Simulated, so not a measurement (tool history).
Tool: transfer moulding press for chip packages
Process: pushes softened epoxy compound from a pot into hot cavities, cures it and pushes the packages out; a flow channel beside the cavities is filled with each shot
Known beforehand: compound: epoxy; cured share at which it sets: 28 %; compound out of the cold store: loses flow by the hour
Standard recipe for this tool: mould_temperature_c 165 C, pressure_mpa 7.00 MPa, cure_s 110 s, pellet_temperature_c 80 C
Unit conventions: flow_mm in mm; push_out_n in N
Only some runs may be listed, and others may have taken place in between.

run	hour	mould_temperature_c	pressure_mpa	cure_s	pellet_temperature_c	incoming compound's hours out of the cold store	flow_mm	push_out_n
1	0.0	165	7.00	110	80	14.0	498	209
2	16.1	165	7.00	110	80	44.8	449	259
3	28.8	165	7.00	101	80	44.9	454	292
4	42.5	165	7.00	110	80	25.7	479	316
5	60.5	165	7.00	110	80	17.8	486	338
# hour 70.2: cavities cleaned with cleaning compound and waxed
6	73.7	165	7.00	110	80	31.3	464	208
7	85.9	158	7.00	110	80	45.9	467	317
8	95.5	158	7.00	110	80	38.5	476	355
9	113.3	158	7.00	110	80	18.3	509	423
10	132.3	158	7.00	110	80	21.3	503	448
# hour 136.7: plunger's sealing rings changed
11	143.2	158	7.00	110	80	19.5	568	479
# hour 149.2: cavities cleaned with cleaning compound and waxed
12	163.7	158	7.00	110	80	25.8	551	329
13	180.6	165	7.00	110	80	39.5	501	273
14	199.9	165	7.00	110	80	15.3	542	297
15	217.1	165	7.00	110	80	10.0	547	323
# hour 226.7: cavities cleaned with cleaning compound and waxed
16	232.9	165	7.00	110	80	14.5	534	197
17	243.9	172	6.47	110	73	45.2	447	226
18	253.5	165	7.00	129	80	37.9	498	247
19	267.7	165	7.00	96	80	44.8	485	307
20	281.0	161	6.28	110	80	19.3	511	352
21	297.6	163	6.28	110	80	28.2	487	361
# hour 303.6: cavities cleaned with cleaning compound and waxed
22	316.5	165	6.11	110	80	32.5	471	226
23	327.7	165	7.00	123	80	16.5	527	247
24	343.0	165	7.00	123	80	30.8	502	275
25	351.9	165	7.00	123	80	27.9	504	292
26	370.3	165	7.00	123	80	37.1	487	317
# hour 379.9: cavities cleaned with cleaning compound and waxed
27	389.8	165	6.23	127	80	39.3	458	214
28	398.9	165	6.23	127	80	14.5	494	227

4 ways to go on from here, each from the tool as it stands after run 28. What would each give?
A	410.1	165	7.00	130	80	40.9	?	?
B	410.1	165	8.28	127	75	38.8	?	?
C	410.1	168	8.66	142	80	20.5	?	?
D	410.1	159	7.00	112	80	24.2	?	?

run	flow_mm	push_out_n
A	481	257
B	527	257
C	555	253
D	527	343
With the hidden condition removed and each run's random variation left untouched, the same runs would have given:
run	flow_mm	push_out_n
A	506	187
B	555	185
C	584	183
D	555	250

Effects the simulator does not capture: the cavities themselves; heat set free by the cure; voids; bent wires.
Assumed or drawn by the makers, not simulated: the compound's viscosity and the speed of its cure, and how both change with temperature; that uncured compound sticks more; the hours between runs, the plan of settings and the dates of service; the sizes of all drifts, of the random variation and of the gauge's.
